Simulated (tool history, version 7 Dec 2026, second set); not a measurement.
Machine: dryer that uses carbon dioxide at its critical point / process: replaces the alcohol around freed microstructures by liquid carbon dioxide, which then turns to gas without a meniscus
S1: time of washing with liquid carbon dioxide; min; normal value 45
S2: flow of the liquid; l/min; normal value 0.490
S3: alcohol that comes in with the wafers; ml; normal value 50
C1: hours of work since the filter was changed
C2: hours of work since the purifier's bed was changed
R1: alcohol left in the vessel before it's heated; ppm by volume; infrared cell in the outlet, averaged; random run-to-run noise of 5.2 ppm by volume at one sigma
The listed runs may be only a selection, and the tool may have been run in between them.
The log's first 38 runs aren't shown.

{"run": 39, "hour": 511.1, "S1": 45, "S2": 0.416, "S3": 63, "C1": 115, "C2": 211, "R1": 301}
{"run": 40, "hour": 519.1, "S1": 45, "S2": 0.504, "S3": 83, "C1": 118, "C2": 214, "R1": 188}
{"run": 41, "hour": 537.2, "S1": 45, "S2": 0.49, "S3": 36, "C1": 125, "C2": 221, "R1": 131}
{"run": 42, "hour": 552.1, "S1": 30, "S2": 0.752, "S3": 32, "C1": 131, "C2": 227, "R1": 119}
{"run": 43, "hour": 560.6, "S1": 45, "S2": 0.546, "S3": 50, "C1": 134, "C2": 231, "R1": 121}
{"run": 44, "hour": 575.4, "S1": 45, "S2": 0.546, "S3": 80, "C1": 140, "C2": 236, "R1": 159}
{"run": 45, "hour": 589.8, "S1": 45, "S2": 0.546, "S3": 80, "C1": 146, "C2": 242, "R1": 166}
{"run": 46, "hour": 599.5, "S1": 45, "S2": 0.546, "S3": 80, "C1": 150, "C2": 246, "R1": 160}
{"run": 47, "hour": 610.1, "S1": 45, "S2": 0.546, "S3": 80, "C1": 154, "C2": 250, "R1": 145}

What if the next run were any one of these 3? Each begins from the tool's condition after run 47:
{"run": "A", "hour": 623.6, "S1": 70, "S2": 0.49, "S3": 50, "C1": 159, "C2": 255, "R1": "?"}
{"run": "B", "hour": 623.6, "S1": 45, "S2": 0.49, "S3": 22, "C1": 159, "C2": 255, "R1": "?"}
{"run": "C", "hour": 623.6, "S1": 45, "S2": 0.445, "S3": 80, "C1": 159, "C2": 255, "R1": "?"}

run=A R1=79
run=B R1=107
run=C R1=312
Stripped of hidden state, with their random variation kept, the same runs would have yielded:
run=A R1=15
run=B R1=38
run=C R1=207
